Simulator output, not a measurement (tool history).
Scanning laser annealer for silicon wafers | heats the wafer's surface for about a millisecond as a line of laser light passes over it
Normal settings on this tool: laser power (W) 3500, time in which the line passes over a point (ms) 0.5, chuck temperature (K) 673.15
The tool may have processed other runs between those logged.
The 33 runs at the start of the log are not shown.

run	hour	laser power (W)	time in which the line passes over a point (ms)	chuck temperature (K)	highest temperature of the surface (K)
34	246.4	3758	0.448	687.15	1516.15
35	252.4	3500	0.5	649.15	1446.15
# hour 262.2: window over the wafer cleaned
36	262.9	3500	0.5	649.15	1471.15
37	273.4	3775	0.42	673.15	1510.15
38	281.8	3446	0.573	678.15	1536.15
39	287.4	3754	0.5	683.15	1581.15
40	295.2	3754	0.5	683.15	1578.15
41	305.2	3500	0.5	693.15	1514.15

What if the next run were any one of these 4? Each begins from the tool's condition after run 41:
A	311.6	3599	0.356	634.15	?
B	311.6	3467	0.395	646.15	?
C	311.6	3530	0.432	710.15	?
D	311.6	3844	0.5	673.15	?

run	highest temperature of the surface (K)
A	1362.15
B	1376.15
C	1488.15
D	1598.15
With the hidden condition removed and each run's random variation left untouched, the same runs would have given:
run	highest temperature of the surface (K)
A	1365.15
B	1379.15
C	1491.15
D	1602.15
